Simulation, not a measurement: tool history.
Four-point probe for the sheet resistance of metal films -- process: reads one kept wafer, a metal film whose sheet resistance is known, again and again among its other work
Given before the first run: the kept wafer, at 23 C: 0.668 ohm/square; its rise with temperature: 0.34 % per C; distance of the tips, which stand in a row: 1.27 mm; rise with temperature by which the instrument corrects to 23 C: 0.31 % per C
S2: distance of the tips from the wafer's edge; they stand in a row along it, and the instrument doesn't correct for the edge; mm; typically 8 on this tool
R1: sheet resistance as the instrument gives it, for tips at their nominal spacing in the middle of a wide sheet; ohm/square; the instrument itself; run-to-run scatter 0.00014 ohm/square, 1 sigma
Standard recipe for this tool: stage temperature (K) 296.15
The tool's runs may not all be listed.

{"run": 1, "hour": 0.0, "stage temperature (K)": 296.15, "S2": 8, "R1": 0.677333}
{"run": 2, "hour": 17.8, "stage temperature (K)": 296.15, "S2": 8, "R1": 0.677043}
{"run": 3, "hour": 49.7, "stage temperature (K)": 296.15, "S2": 8, "R1": 0.676808}
{"run": 4, "hour": 77.2, "stage temperature (K)": 296.15, "S2": 7, "R1": 0.679578}
{"run": 5, "hour": 95.1, "stage temperature (K)": 296.15, "S2": 7, "R1": 0.679568}
{"run": 6, "hour": 114.5, "stage temperature (K)": 296.15, "S2": 7, "R1": 0.679562}
{"run": 7, "hour": 143.0, "stage temperature (K)": 296.15, "S2": 7, "R1": 0.679539}
{"run": 8, "hour": 161.2, "stage temperature (K)": 299.15, "S2": 8, "R1": 0.677202}
{"run": 9, "hour": 193.3, "stage temperature (K)": 296.15, "S2": 40, "R1": 0.668316}
{"run": 10, "hour": 210.3, "stage temperature (K)": 296.15, "S2": 40, "R1": 0.668477}
{"run": 11, "hour": 227.3, "stage temperature (K)": 296.15, "S2": 40, "R1": 0.668351}
{"run": 12, "hour": 247.1, "stage temperature (K)": 304.15, "S2": 8, "R1": 0.678203}
{"run": 13, "hour": 267.8, "stage temperature (K)": 296.15, "S2": 18, "R1": 0.669786}
{"run": 14, "hour": 284.2, "stage temperature (K)": 296.15, "S2": 18, "R1": 0.66978}
{"run": 15, "hour": 315.1, "stage temperature (K)": 296.15, "S2": 4, "R1": 0.702358}
{"run": 16, "hour": 338.1, "stage temperature (K)": 296.15, "S2": 4, "R1": 0.702451}
{"run": 17, "hour": 362.1, "stage temperature (K)": 296.15, "S2": 8, "R1": 0.676861}
{"run": 18, "hour": 395.8, "stage temperature (K)": 296.15, "S2": 10, "R1": 0.673734}
{"run": 19, "hour": 420.3, "stage temperature (K)": 301.15, "S2": 8, "R1": 0.67796}
{"run": 20, "hour": 440.7, "stage temperature (K)": 301.15, "S2": 8, "R1": 0.677928}
{"run": 21, "hour": 471.4, "stage temperature (K)": 301.15, "S2": 8, "R1": 0.678074}
{"run": 22, "hour": 501.5, "stage temperature (K)": 296.15, "S2": 8, "R1": 0.676857}
{"run": 23, "hour": 532.2, "stage temperature (K)": 296.15, "S2": 4, "R1": 0.702496}
{"run": 24, "hour": 553.2, "stage temperature (K)": 296.15, "S2": 4, "R1": 0.702244}
{"run": 25, "hour": 567.6, "stage temperature (K)": 296.15, "S2": 4, "R1": 0.702439}
{"run": 26, "hour": 590.5, "stage temperature (K)": 296.15, "S2": 4, "R1": 0.70237}
{"run": 27, "hour": 617.2, "stage temperature (K)": 294.15, "S2": 6, "R1": 0.683282}
{"run": 28, "hour": 643.0, "stage temperature (K)": 297.15, "S2": 20, "R1": 0.669868}
{"run": 29, "hour": 670.4, "stage temperature (K)": 297.15, "S2": 20, "R1": 0.669674}
{"run": 30, "hour": 697.6, "stage temperature (K)": 298.15, "S2": 33, "R1": 0.668789}
{"run": 31, "hour": 730.9, "stage temperature (K)": 303.15, "S2": 5, "R1": 0.691468}
{"run": 32, "hour": 757.3, "stage temperature (K)": 293.15, "S2": 3, "R1": 0.725644}
{"run": 33, "hour": 789.0, "stage temperature (K)": 293.15, "S2": 3, "R1": 0.725786}
{"run": 34, "hour": 822.4, "stage temperature (K)": 292.15, "S2": 3, "R1": 0.725611}
{"run": 35, "hour": 843.5, "stage temperature (K)": 292.15, "S2": 3, "R1": 0.725551}
{"run": 36, "hour": 873.8, "stage temperature (K)": 300.15, "S2": 5, "R1": 0.691045}
{"run": 37, "hour": 893.5, "stage temperature (K)": 292.15, "S2": 50, "R1": 0.667817}
{"run": 38, "hour": 921.5, "stage temperature (K)": 295.15, "S2": 54, "R1": 0.668369}
{"run": 39, "hour": 953.8, "stage temperature (K)": 308.15, "S2": 5, "R1": 0.692488}
{"run": 40, "hour": 978.5, "stage temperature (K)": 296.15, "S2": 7, "R1": 0.680028}
{"run": 41, "hour": 1004.5, "stage temperature (K)": 294.15, "S2": 3, "R1": 0.726152}
{"run": 42, "hour": 1031.2, "stage temperature (K)": 294.15, "S2": 3, "R1": 0.726063}
{"run": 43, "hour": 1058.3, "stage temperature (K)": 294.15, "S2": 3, "R1": 0.726015}
{"run": 44, "hour": 1080.2, "stage temperature (K)": 305.15, "S2": 4, "R1": 0.703973}
{"run": 45, "hour": 1103.8, "stage temperature (K)": 304.15, "S2": 17, "R1": 0.671595}

Consider 3 possible next runs. They are alternatives, not a sequence: every one starts from the tool as it was left by run 45. What does each give?
{"run": "A", "hour": 1124.1, "stage temperature (K)": 294.15, "S2": 25, "R1": "?"}
{"run": "B", "hour": 1124.1, "stage temperature (K)": 293.15, "S2": 8, "R1": "?"}
{"run": "C", "hour": 1124.1, "stage temperature (K)": 292.15, "S2": 6, "R1": "?"}

run=A R1=0.668827
run=B R1=0.676447
run=C R1=0.683099
Stripped of hidden state, with their random variation kept, the same runs would have yielded:
run=A R1=0.668761
run=B R1=0.676381
run=C R1=0.683032
